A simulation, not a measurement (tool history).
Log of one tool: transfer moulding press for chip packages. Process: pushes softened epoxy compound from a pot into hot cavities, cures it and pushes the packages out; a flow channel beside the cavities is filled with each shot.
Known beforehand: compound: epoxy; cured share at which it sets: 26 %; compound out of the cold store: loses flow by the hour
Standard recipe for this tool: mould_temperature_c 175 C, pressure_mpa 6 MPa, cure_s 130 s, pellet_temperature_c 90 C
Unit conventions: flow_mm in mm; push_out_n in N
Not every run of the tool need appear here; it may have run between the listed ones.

run    hour  mould_temperature_c  pressure_mpa  cure_s  pellet_temperature_c  incoming compound's hours out of the cold store  flow_mm  push_out_n
  1       0                  175             6     130                    90                                             29.4      867         309
       50.3  -- mould's thermocouples calibrated
  2    55.6                  175             6     130                    90                                             26.4      884         306
      113.3  -- cavities cleaned with cleaning compound and waxed
  3   113.3                  175             6     130                    87                                             46.8      774         298
  4   168.1                  175             6     130                    87                                             35.9      828         299
      224.1  -- cavities cleaned with cleaning compound and waxed
  5   236.4                  175             6     130                    87                                             12.8      972         315
  6   304.3                  175             6     149                    87                                             11.1      984         279
        331  -- cavities cleaned with cleaning compound and waxed
  7   365.2                  175             6     149                    87                                             44.2      784         252
      375.7  -- plunger's sealing rings changed
  8   431.7                  175             6     149                    87                                             46.1      778         259
      443.9  -- cavities cleaned with cleaning compound and waxed
  9   496.3                  175             6     149                    87                                             15.7      954         270
      552.2  -- cavities cleaned with cleaning compound and waxed
 10     562                  175             6     149                    87                                             15.8      950         272
 11   590.9                  175             6     130                    90                                             20.8      921         312
 12   630.9                  175             6     130                    90                                             28.6      877         299
      662.3  -- cavities cleaned with cleaning compound and waxed
 13   692.2                  175          5.81     130                    90                                             17.4      931         304
 14   742.7                  175             6     130                    85                                               12      975         313
      772.3  -- cavities cleaned with cleaning compound and waxed
 15   800.5                  175          5.37     149                    97                                             34.1      788         262
 16   837.1                  175          7.36     111                    97                                             30.9      953         392
      882.9  -- cavities cleaned with cleaning compound and waxed
 17   902.5                  175          7.36     111                    97                                             32.9      939         380
 18   961.7                  175          7.36     111                    97                                             14.2     1058         408
      991.1  -- cavities cleaned with cleaning compound and waxed
 19    1009                  183          5.13     141                    94                                             47.5      707         248
 20  1040.1                  183          5.13     141                    94                                               14      879         248
     1048.9  -- plunger's sealing rings changed
 21  1070.3                  177           6.9     168                    90                                             40.6      867         251
     1105.1  -- cavities cleaned with cleaning compound and waxed
 22  1108.8                  175          4.97     155                    90                                             21.4      839         264
 23  1144.1                  175          5.77     161                    82                                             38.5      797         270
 24  1177.7                  175          5.77     161                    82                                             28.1      865         272
     1215.7  -- cavities cleaned with cleaning compound and waxed
 25  1240.9                  172          5.77     118                    99                                             39.9      795         408
     1258.5  -- mould's thermocouples calibrated
 26  1281.7                  172          5.77     168                    95                                              8.4      989         277
     1325.4  -- cavities cleaned with cleaning compound and waxed
 27  1345.8                  172          5.73     168                    87                                             25.6      876         271
 28  1409.3                  172          5.73     168                    87                                               33      839         258

Predict each of these 3 candidate next runs independently; none follows another, all start after run 28:
     1437.4  -- cavities cleaned with cleaning compound and waxed
  A  1443.7                  178          5.19     130                    89                                               40        ?           ?
     1437.4  -- cavities cleaned with cleaning compound and waxed
  B  1443.7                  172          7.18     168                    87                                             21.7        ?           ?
     1437.4  -- cavities cleaned with cleaning compound and waxed
  C  1443.7                  175          5.73     168                    81                                             24.9        ?           ?

run  flow_mm  push_out_n
  A      752         278
  B     1011         262
  C      876         254
With no hidden state in the tool, these same runs would have given:
run  flow_mm  push_out_n
  A      753         277
  B     1012         262
  C      877         254

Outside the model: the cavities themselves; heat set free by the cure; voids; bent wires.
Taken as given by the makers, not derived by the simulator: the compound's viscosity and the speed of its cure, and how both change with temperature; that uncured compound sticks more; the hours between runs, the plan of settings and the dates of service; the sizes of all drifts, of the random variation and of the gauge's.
